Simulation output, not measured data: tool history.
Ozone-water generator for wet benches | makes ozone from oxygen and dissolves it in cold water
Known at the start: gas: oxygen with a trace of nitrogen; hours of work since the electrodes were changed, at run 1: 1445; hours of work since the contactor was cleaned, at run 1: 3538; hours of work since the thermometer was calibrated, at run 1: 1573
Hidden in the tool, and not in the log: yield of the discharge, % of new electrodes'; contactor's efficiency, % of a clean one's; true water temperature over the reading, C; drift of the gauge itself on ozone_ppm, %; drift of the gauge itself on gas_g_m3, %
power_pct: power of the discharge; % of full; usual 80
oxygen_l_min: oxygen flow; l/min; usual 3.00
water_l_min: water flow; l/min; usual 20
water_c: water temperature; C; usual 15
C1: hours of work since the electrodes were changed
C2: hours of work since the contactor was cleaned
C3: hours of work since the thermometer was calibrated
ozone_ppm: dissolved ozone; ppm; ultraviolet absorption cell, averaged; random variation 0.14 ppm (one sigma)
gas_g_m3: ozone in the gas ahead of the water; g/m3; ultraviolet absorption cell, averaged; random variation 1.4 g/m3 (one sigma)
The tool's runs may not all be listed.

Run 1, day 0.000: usual settings; C1 1445; C2 3538; C3 1573. Result: ozone_ppm 14.7 ppm, gas_g_m3 234.9 g/m3.
Run 2, day 4.075: usual settings; C1 1510; C2 3603; C3 1638. Result: ozone_ppm 14.6 ppm, gas_g_m3 233.8 g/m3.
At day 5.475: contactor cleaned.
Run 3, day 7.567: usual settings but oxygen_l_min 5.30 l/min; C1 1563; C2 33; C3 1691. Result: ozone_ppm 17.1 ppm, gas_g_m3 177.5 g/m3.
Run 4, day 11.975: usual settings but oxygen_l_min 5.30 l/min; C1 1633; C2 104; C3 1761. Result: ozone_ppm 17.3 ppm, gas_g_m3 177.1 g/m3.
Run 5, day 16.704: usual settings but power_pct 64 % of full; C1 1709; C2 179; C3 1837. Result: ozone_ppm 13.2 ppm, gas_g_m3 191.8 g/m3.
Run 6, day 20.133: usual settings but power_pct 47 % of full; C1 1764; C2 234; C3 1892. Result: ozone_ppm 10.3 ppm, gas_g_m3 152.6 g/m3.
Run 7, day 23.171: usual settings but power_pct 47 % of full; C1 1812; C2 283; C3 1940. Result: ozone_ppm 10.5 ppm, gas_g_m3 150.0 g/m3.
Run 8, day 26.917: usual settings but power_pct 47 % of full; C1 1872; C2 343; C3 2000. Result: ozone_ppm 10.4 ppm, gas_g_m3 149.9 g/m3.
Run 9, day 30.779: usual settings but power_pct 47 % of full; C1 1934; C2 404; C3 2062. Result: ozone_ppm 10.2 ppm, gas_g_m3 150.0 g/m3.
Run 10, day 33.208: usual settings but power_pct 47 % of full, water_c 11 C; C1 1973; C2 443; C3 2101. Result: ozone_ppm 10.6 ppm, gas_g_m3 151.6 g/m3.
Run 11, day 37.233: usual settings but water_l_min 15 l/min; C1 2037; C2 507; C3 2165. Result: ozone_ppm 20.0 ppm, gas_g_m3 227.8 g/m3.
Run 12, day 41.917: usual settings but water_l_min 15 l/min; C1 2112; C2 582; C3 2240. Result: ozone_ppm 20.1 ppm, gas_g_m3 224.6 g/m3.
Run 13, day 46.238: usual settings but water_l_min 15 l/min; C1 2181; C2 651; C3 2309. Result: ozone_ppm 19.7 ppm, gas_g_m3 226.6 g/m3.
Run 14, day 48.646: usual settings but water_l_min 21 l/min, water_c 10 C; C1 2219; C2 690; C3 2347. Result: ozone_ppm 15.0 ppm, gas_g_m3 225.0 g/m3.
Run 15, day 53.275: usual settings but power_pct 57 % of full, water_c 10 C; C1 2293; C2 764; C3 2421. Result: ozone_ppm 12.3 ppm, gas_g_m3 174.1 g/m3.
Run 16, day 58.621: usual settings but power_pct 57 % of full, water_c 10 C; C1 2378; C2 849; C3 2507. Result: ozone_ppm 12.4 ppm, gas_g_m3 172.8 g/m3.
Run 17, day 62.621: usual settings but power_pct 57 % of full, water_l_min 15 l/min, water_c 12 C; C1 2442; C2 913; C3 2570. Result: ozone_ppm 15.4 ppm, gas_g_m3 170.5 g/m3.
Run 18, day 67.333: usual settings but power_pct 51 % of full, water_c 11 C; C1 2518; C2 988; C3 2646. Result: ozone_ppm 10.9 ppm, gas_g_m3 157.3 g/m3.

Forecast run 19:
Run 19, day 71.946: usual settings but oxygen_l_min 2.21 l/min, water_l_min 30 l/min, water_c 22 C; C1 2591; C2 1062; C3 2719. Result: ozone_ppm ?, gas_g_m3 ?.

ozone_ppm: 8.3 ppm
gas_g_m3: 253.5 g/m3
Without the tool's hidden state the same run would have given ozone_ppm 9.8 ppm, gas_g_m3 290.4 g/m3.
